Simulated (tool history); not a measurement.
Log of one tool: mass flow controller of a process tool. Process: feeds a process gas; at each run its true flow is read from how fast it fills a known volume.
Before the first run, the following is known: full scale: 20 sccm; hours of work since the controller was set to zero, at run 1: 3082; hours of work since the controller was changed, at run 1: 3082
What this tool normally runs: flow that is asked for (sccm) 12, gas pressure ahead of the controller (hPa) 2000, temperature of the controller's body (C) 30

run    hour  flow that is asked for (sccm)  gas pressure ahead of the controller (hPa)  temperature of the controller's body (C)  hours of work since the controller was set to zero  hours of work since the controller was changed  true flow (%)
  1     0.0                             12                                        2000                                        30                                                3082                                            3082          99.39
  2   144.8                             12                                        2000                                        30                                                3138                                            3138          99.28
  3   326.3                             12                                        2000                                        30                                                3209                                            3209          99.22
  4   593.0                             12                                        2000                                        30                                                3313                                            3313          99.37
  5   761.0                             12                                        2000                                        30                                                3378                                            3378          99.30
  6   966.2                              7                                        2000                                        30                                                3458                                            3458          98.83
  7  1148.2                              7                                        2010                                        30                                                3529                                            3529          98.74
  8  1437.6                              7                                        2010                                        30                                                3642                                            3642          98.80
  9  1597.9                              7                                        2010                                        30                                                3704                                            3704          98.67
 10  1824.1                              7                                        2010                                        30                                                3792                                            3792          98.72
 11  2003.7                              7                                        2010                                        30                                                3862                                            3862          98.81
 12  2144.5                              7                                        2010                                        30                                                3917                                            3917          98.74
 13  2469.8                              7                                        2510                                        30                                                4043                                            4043          98.49
 14  2620.4                              2                                        2000                                        30                                                4102                                            4102          98.27
 15  2785.3                              2                                        2000                                        30                                                4166                                            4166          98.32
 16  2960.1                              2                                        2000                                        30                                                4234                                            4234          98.20

Forecast run 17:
 17  3258.8                             12                                        2000                                        25                                                4351                                            4351              ?

true flow (%): 99.23
Take away the tool's hidden state, keep the run-to-run variation as it was, and the same run would have given true flow (%) 99.24.
